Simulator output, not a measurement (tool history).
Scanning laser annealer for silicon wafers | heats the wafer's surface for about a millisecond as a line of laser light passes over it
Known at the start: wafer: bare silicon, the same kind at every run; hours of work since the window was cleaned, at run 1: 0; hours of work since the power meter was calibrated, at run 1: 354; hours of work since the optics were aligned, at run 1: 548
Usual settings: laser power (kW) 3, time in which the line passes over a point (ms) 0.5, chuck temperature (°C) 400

run     day  laser power (kW)  time in which the line passes over a point (ms)  chuck temperature (°C)  hours of work since the window was cleaned  hours of work since the power meter was calibrated  hours of work since the optics were aligned  highest temperature of the surface (°C)
  1       0                 3                                              0.5                     400                                           0                                                 354                                          548                                     1203
  2   3.475                 3                                              0.5                     400                                          47                                                 401                                          594                                     1201
  3   5.238             3.096                                              0.5                     400                                          70                                                 424                                          618                                     1227
  4   7.942                 3                                            0.477                     400                                         106                                                 460                                          654                                     1177
  5  11.088                 3                                            0.477                     400                                         148                                                 503                                          696                                     1178
  6  12.942                 3                                            0.477                     400                                         173                                                 527                                          721                                     1172
  7  14.833                 3                                            0.477                     400                                         199                                                 553                                          746                                     1172
  8  16.825                 3                                            0.477                     434                                         225                                                 579                                          773                                     1203
  9   18.65                 3                                              0.5                     400                                         250                                                 604                                          797                                     1188
 10  20.525             3.091                                              0.5                     400                                         275                                                 629                                          823                                     1218
 11  23.642             3.091                                              0.5                     400                                         317                                                 671                                          864                                     1210
 12  25.288             3.091                                              0.5                     400                                         339                                                 693                                          886                                     1209
 13  27.192                 3                                              0.5                     386                                         364                                                 718                                          912                                     1169
 14  28.767              3.04                                            0.416                     391                                         385                                                 739                                          933                                     1113
 15  31.967                 3                                              0.5                     400                                         428                                                 782                                          976                                     1178
 16  33.696                 3                                            0.595                     400                                         451                                                 805                                          999                                     1252
 17  35.292                 3                                            0.595                     400                                         472                                                 827                                         1020                                     1253
 18  37.104             2.909                                            0.403                     400                                         497                                                 851                                         1045                                     1076
 19  39.046                 3                                            0.546                     423                                         523                                                 877                                         1071                                     1232
 20  42.308                 3                                            0.417                     400                                         566                                                 921                                         1114                                     1105
 21  44.275             2.689                                            0.414                     388                                         593                                                 947                                         1141                                     1013
 22  45.883             2.566                                            0.488                     402                                         614                                                 968                                         1162                                     1050
 23  47.971             3.052                                             0.61                     438                                         642                                                 996                                         1190                                     1309

5 ways to go on from here, each from the tool as it stands after run 23. What would each give?
  A  51.262             3.276                                             0.61                     431                                         686                                                1040                                         1234                                        ?
  B  51.262             3.052                                             0.45                     400                                         686                                                1040                                         1234                                        ?
  C  51.262             2.723                                            0.389                     438                                         686                                                1040                                         1234                                        ?
  D  51.262             3.052                                            0.561                     397                                         686                                                1040                                         1234                                        ?
  E  51.262                 3                                              0.5                     387                                         686                                                1040                                         1234                                        ?

run  highest temperature of the surface (°C)
  A                                     1356
  B                                     1136
  C                                     1051
  D                                     1221
  E                                     1154
Without the tool's hidden state the same runs would have given:
run  highest temperature of the surface (°C)
  A                                     1412
  B                                     1181
  C                                     1087
  D                                     1271
  E                                     1201
